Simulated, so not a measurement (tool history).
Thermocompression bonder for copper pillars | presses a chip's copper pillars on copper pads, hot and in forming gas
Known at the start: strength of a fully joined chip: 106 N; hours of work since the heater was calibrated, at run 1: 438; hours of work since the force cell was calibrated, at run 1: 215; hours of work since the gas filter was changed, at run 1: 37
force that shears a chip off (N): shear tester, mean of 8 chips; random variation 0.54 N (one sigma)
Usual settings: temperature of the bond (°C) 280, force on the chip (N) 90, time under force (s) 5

run,hour,temperature of the bond (°C),force on the chip (N),time under force (s),hours of work since the heater was calibrated,hours of work since the force cell was calibrated,hours of work since the gas filter was changed,force that shears a chip off (N)
1,0.0,280,90,5,438,215,37,67.8
2,4.9,280,90,5,441,218,40,67.8
3,14.2,280,90,5,447,224,46,67.0
4,23.1,280,90,5,452,230,51,67.7
5,30.8,280,90,5,457,234,56,68.0
6,38.0,280,59,5,461,239,60,49.8
7,46.8,280,59,5,467,244,66,49.8
8,52.0,280,59,5,470,247,69,48.8
9,59.0,260,90,5,474,252,73,55.9
10,64.9,294,63,11,478,255,77,74.5
11,70.6,294,63,11,481,259,80,73.3
12,75.2,308,76,5,484,262,83,74.3
13,84.0,308,76,5,490,267,89,74.1
14,91.2,280,76,5,494,272,93,59.2
15,99.0,270,90,5,499,276,98,62.2
16,105.2,270,90,12,503,280,102,76.9
17,114.2,270,90,12,508,286,107,77.9

Forecast each of these 3 alternatives for the next run:
A,122.7,271,90,5,513,291,113,?
B,122.7,270,59,3,513,291,113,?
C,122.7,286,101,14,513,291,113,?

run,force that shears a chip off (N)
A,61.4
B,36.2
C,90.9
Without the tool's hidden state the same runs would have given:
run,force that shears a chip off (N)
A,65.1
B,38.9
C,94.1
